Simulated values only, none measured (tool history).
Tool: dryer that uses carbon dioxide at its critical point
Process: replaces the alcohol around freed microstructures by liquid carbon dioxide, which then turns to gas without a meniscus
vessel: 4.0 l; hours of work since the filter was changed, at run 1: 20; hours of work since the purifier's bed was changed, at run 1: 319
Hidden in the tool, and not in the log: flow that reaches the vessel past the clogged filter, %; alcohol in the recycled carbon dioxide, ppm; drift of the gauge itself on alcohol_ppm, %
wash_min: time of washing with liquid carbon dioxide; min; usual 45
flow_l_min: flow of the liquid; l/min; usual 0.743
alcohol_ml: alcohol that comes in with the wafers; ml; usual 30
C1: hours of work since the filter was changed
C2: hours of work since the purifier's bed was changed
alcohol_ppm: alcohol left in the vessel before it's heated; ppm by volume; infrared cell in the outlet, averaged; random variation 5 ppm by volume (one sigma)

{"run": 1, "hour": 0.0, "wash_min": 45, "flow_l_min": 0.743, "alcohol_ml": 30, "C1": 20, "C2": 319, "alcohol_ppm": 28}
{"run": 2, "hour": 15.5, "wash_min": 45, "flow_l_min": 0.743, "alcohol_ml": 30, "C1": 27, "C2": 325, "alcohol_ppm": 30}
{"run": 3, "hour": 42.3, "wash_min": 45, "flow_l_min": 0.578, "alcohol_ml": 30, "C1": 37, "C2": 335, "alcohol_ppm": 43}
{"run": 4, "hour": 61.9, "wash_min": 45, "flow_l_min": 0.578, "alcohol_ml": 30, "C1": 45, "C2": 343, "alcohol_ppm": 41}
{"run": 5, "hour": 76.3, "wash_min": 45, "flow_l_min": 0.578, "alcohol_ml": 30, "C1": 51, "C2": 349, "alcohol_ppm": 46}
{"run": 6, "hour": 102.9, "wash_min": 45, "flow_l_min": 0.578, "alcohol_ml": 30, "C1": 61, "C2": 359, "alcohol_ppm": 49}
{"run": 7, "hour": 128.8, "wash_min": 29, "flow_l_min": 1.042, "alcohol_ml": 110, "C1": 72, "C2": 370, "alcohol_ppm": 41}
{"run": 8, "hour": 147.9, "wash_min": 29, "flow_l_min": 0.567, "alcohol_ml": 39, "C1": 79, "C2": 377, "alcohol_ppm": 221}

Run 9 comes next. What will it give?
{"run": 9, "hour": 163.8, "wash_min": 29, "flow_l_min": 0.567, "alcohol_ml": 39, "C1": 86, "C2": 384, "alcohol_ppm": "?"}

alcohol_ppm: 233 ppm by volume
Without the tool's hidden state the same run would have given alcohol_ppm 184 ppm by volume.
